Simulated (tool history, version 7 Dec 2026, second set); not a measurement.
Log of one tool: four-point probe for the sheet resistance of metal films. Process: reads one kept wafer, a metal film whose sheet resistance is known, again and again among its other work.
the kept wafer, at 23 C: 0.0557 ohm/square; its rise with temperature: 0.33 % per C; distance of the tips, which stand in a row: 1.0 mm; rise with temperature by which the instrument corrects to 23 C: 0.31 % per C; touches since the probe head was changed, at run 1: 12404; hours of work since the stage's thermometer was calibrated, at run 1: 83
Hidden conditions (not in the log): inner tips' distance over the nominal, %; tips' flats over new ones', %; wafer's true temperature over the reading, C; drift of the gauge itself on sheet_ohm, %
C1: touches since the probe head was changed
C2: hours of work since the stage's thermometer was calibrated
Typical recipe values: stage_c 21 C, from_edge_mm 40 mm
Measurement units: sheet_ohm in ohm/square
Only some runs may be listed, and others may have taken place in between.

{"run": 1, "hour": 0.0, "stage_c": 21, "from_edge_mm": 40, "C1": 12404, "C2": 83, "sheet_ohm": 0.05546}
{"run": 2, "hour": 13.0, "stage_c": 21, "from_edge_mm": 40, "C1": 12673, "C2": 93, "sheet_ohm": 0.05545}
{"run": 3, "hour": 25.7, "stage_c": 21, "from_edge_mm": 40, "C1": 12936, "C2": 103, "sheet_ohm": 0.055461}
{"run": 4, "hour": 38.7, "stage_c": 21, "from_edge_mm": 40, "C1": 13205, "C2": 112, "sheet_ohm": 0.055467}
{"run": 5, "hour": 59.3, "stage_c": 21, "from_edge_mm": 40, "C1": 13632, "C2": 128, "sheet_ohm": 0.055463}
{"run": 6, "hour": 74.5, "stage_c": 21, "from_edge_mm": 40, "C1": 13946, "C2": 139, "sheet_ohm": 0.055423}
{"run": 7, "hour": 88.9, "stage_c": 21, "from_edge_mm": 40, "C1": 14244, "C2": 150, "sheet_ohm": 0.055466}
{"run": 8, "hour": 102.8, "stage_c": 21, "from_edge_mm": 40, "C1": 14533, "C2": 160, "sheet_ohm": 0.055451}
{"run": 9, "hour": 119.0, "stage_c": 21, "from_edge_mm": 40, "C1": 14867, "C2": 172, "sheet_ohm": 0.055438}
{"run": 10, "hour": 128.5, "stage_c": 21, "from_edge_mm": 40, "C1": 15063, "C2": 180, "sheet_ohm": 0.055451}
{"run": 11, "hour": 145.3, "stage_c": 21, "from_edge_mm": 8, "C1": 15412, "C2": 192, "sheet_ohm": 0.055898}
{"run": 12, "hour": 156.5, "stage_c": 21, "from_edge_mm": 8, "C1": 15642, "C2": 200, "sheet_ohm": 0.055894}
{"run": 13, "hour": 178.6, "stage_c": 35, "from_edge_mm": 51, "C1": 16100, "C2": 217, "sheet_ohm": 0.055568}
{"run": 14, "hour": 196.7, "stage_c": 18, "from_edge_mm": 11, "C1": 16475, "C2": 231, "sheet_ohm": 0.055638}
{"run": 15, "hour": 208.1, "stage_c": 31, "from_edge_mm": 9, "C1": 16711, "C2": 239, "sheet_ohm": 0.055884}
{"run": 16, "hour": 230.8, "stage_c": 31, "from_edge_mm": 9, "C1": 17180, "C2": 256, "sheet_ohm": 0.055912}
{"run": 17, "hour": 241.8, "stage_c": 31, "from_edge_mm": 9, "C1": 17408, "C2": 264, "sheet_ohm": 0.05589}
{"run": 18, "hour": 260.7, "stage_c": 23, "from_edge_mm": 9, "C1": 17799, "C2": 279, "sheet_ohm": 0.055801}
{"run": 19, "hour": 274.3, "stage_c": 26, "from_edge_mm": 7, "C1": 18080, "C2": 289, "sheet_ohm": 0.056074}
{"run": 20, "hour": 284.3, "stage_c": 31, "from_edge_mm": 23, "C1": 18288, "C2": 296, "sheet_ohm": 0.055585}
{"run": 21, "hour": 300.4, "stage_c": 21, "from_edge_mm": 5, "C1": 18622, "C2": 308, "sheet_ohm": 0.056574}
{"run": 22, "hour": 312.8, "stage_c": 23, "from_edge_mm": 6, "C1": 18878, "C2": 318, "sheet_ohm": 0.05626}
{"run": 23, "hour": 328.6, "stage_c": 20, "from_edge_mm": 21, "C1": 19204, "C2": 329, "sheet_ohm": 0.055478}

3 options for the next run, each taken on its own from the tool as it stands now. Forecast them:
{"run": "A", "hour": 347.2, "stage_c": 27, "from_edge_mm": 40, "C1": 19589, "C2": 343, "sheet_ohm": "?"}
{"run": "B", "hour": 347.2, "stage_c": 20, "from_edge_mm": 24, "C1": 19589, "C2": 343, "sheet_ohm": "?"}
{"run": "C", "hour": 347.2, "stage_c": 20, "from_edge_mm": 26, "C1": 19589, "C2": 343, "sheet_ohm": "?"}

run=A sheet_ohm=0.055498
run=B sheet_ohm=0.055471
run=C sheet_ohm=0.055435
With no hidden state in the tool, these same runs would have given:
run=A sheet_ohm=0.055767
run=B sheet_ohm=0.055740
run=C sheet_ohm=0.055703

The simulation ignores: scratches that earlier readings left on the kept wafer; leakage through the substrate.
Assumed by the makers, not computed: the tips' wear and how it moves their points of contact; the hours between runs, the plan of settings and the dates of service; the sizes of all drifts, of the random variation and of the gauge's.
